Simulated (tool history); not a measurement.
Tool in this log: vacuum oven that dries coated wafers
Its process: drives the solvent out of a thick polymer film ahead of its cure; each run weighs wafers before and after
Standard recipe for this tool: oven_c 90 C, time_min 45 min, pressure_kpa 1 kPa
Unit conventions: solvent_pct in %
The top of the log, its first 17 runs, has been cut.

run	day	oven_c	time_min	pressure_kpa	hours of work since the thermocouples were calibrated	hours of work since the vacuum gauge was cleaned of residue	solvent_pct
18	40.342	90	45	1	1065	1106	4.31
19	43.462	90	45	1	1105	1145	4.21
20	46.733	100	45	0.62	1146	1186	1.72
21	48.221	86	63	1.39	1165	1205	4.35
22	50.225	90	45	3.85	1190	1230	6.53
23	52.912	81	36	1	1224	1264	7.82
# day 55.679: oven's thermocouples calibrated
24	56.325	81	36	1	8	1306	8.71
25	58.933	81	43	1.5	41	1339	8.52
26	61.95	81	43	1.5	79	1377	8.41
27	63.588	98	45	2.21	100	1398	3.87
28	66.367	83	35	1	135	1433	8.15
29	69.654	83	35	1	176	1474	8.28
30	71.892	90	45	0.57	204	1502	4.56
31	73.971	84	49	0.56	231	1528	5.86
32	77.5	84	49	0.56	275	1573	5.7
33	79.758	99	24	0.68	304	1601	5.06
34	83.088	78	38	0.54	345	1643	8.79
35	84.812	101	68	3.96	367	1665	3.64
36	86.408	77	28	0.6	387	1685	10.21

Each row is a separate what-if for the run after 36, all from the same tool condition, not one after another. Results?
A	88.258	89	24	0.6	411	1709	?
B	88.258	90	28	0.6	411	1709	?
C	88.258	80	30	1.39	411	1709	?
D	88.258	90	45	2.78	411	1709	?

run	solvent_pct
A	7.75
B	6.47
C	9.97
D	6.46
Take away the tool's hidden state, keep each run's random variation, and the runs would have read:
run	solvent_pct
A	7.69
B	6.39
C	9.79
D	6.32
